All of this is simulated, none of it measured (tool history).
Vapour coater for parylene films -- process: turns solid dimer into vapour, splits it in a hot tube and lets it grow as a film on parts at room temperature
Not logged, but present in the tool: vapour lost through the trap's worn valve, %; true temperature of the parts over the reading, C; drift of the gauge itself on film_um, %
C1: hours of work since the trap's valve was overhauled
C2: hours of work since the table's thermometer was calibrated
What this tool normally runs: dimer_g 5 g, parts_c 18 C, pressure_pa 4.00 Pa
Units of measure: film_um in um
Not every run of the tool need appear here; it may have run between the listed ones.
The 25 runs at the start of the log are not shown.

Run 26, hour 368.9: usual settings but dimer_g 2 g; C1 224; C2 611. Result: film_um 0.426 um.
At hour 371.8: table's thermometer calibrated.
Run 27, hour 382.9: usual settings but dimer_g 3 g, parts_c 27 C, pressure_pa 5.06 Pa; C1 232; C2 6. Result: film_um 0.417 um.
Run 28, hour 392.7: usual settings but dimer_g 2 g, parts_c 25 C, pressure_pa 2.69 Pa; C1 237; C2 12. Result: film_um 0.333 um.
Run 29, hour 411.9: usual settings but parts_c 25 C, pressure_pa 3.41 Pa; C1 248; C2 22. Result: film_um 0.786 um.
At hour 419.6: table's thermometer calibrated, once more.
Run 30, hour 422.2: usual settings but parts_c 25 C, pressure_pa 3.41 Pa; C1 253; C2 1. Result: film_um 0.817 um.
Run 31, hour 438.3: usual settings but dimer_g 2 g, parts_c 14 C, pressure_pa 7.23 Pa; C1 262; C2 11. Result: film_um 0.472 um.
Run 32, hour 457.2: usual settings but dimer_g 2 g, pressure_pa 2.34 Pa; C1 273; C2 21. Result: film_um 0.464 um.
Run 33, hour 466.0: usual settings but dimer_g 2 g, pressure_pa 2.34 Pa; C1 278; C2 26. Result: film_um 0.474 um.
Run 34, hour 483.2: usual settings but dimer_g 7 g; C1 287; C2 36. Result: film_um 1.522 um.
Run 35, hour 493.7: usual settings but dimer_g 7 g; C1 293; C2 42. Result: film_um 1.523 um.
Run 36, hour 513.3: usual settings but dimer_g 3 g, parts_c 12 C, pressure_pa 2.05 Pa; C1 304; C2 53. Result: film_um 0.862 um.
Run 37, hour 525.7: usual settings but dimer_g 3 g, parts_c 12 C, pressure_pa 4.02 Pa; C1 311; C2 60. Result: film_um 0.850 um.
Run 38, hour 536.6: usual settings but dimer_g 3 g, pressure_pa 3.34 Pa; C1 317; C2 66. Result: film_um 0.661 um.

Below are 4 alternative next runs, each starting from the tool's condition after run 38. Predict each:
Run A, hour 545.3: usual settings but dimer_g 4 g, parts_c 16 C, pressure_pa 3.79 Pa; C1 322; C2 71. Result: film_um ?.
Run B, hour 545.3: usual settings but dimer_g 3 g, pressure_pa 9.56 Pa; C1 322; C2 71. Result: film_um ?.
Run C, hour 545.3: usual settings but dimer_g 3 g, pressure_pa 11.54 Pa; C1 322; C2 71. Result: film_um ?.
Run D, hour 545.3: usual settings but dimer_g 2 g, parts_c 21 C, pressure_pa 6.44 Pa; C1 322; C2 71. Result: film_um ?.

run  film_um
  A    0.955
  B    0.559
  C    0.573
  D    0.353
With no hidden state in the tool, these same runs would have given:
run  film_um
  A    0.998
  B    0.584
  C    0.597
  D    0.368
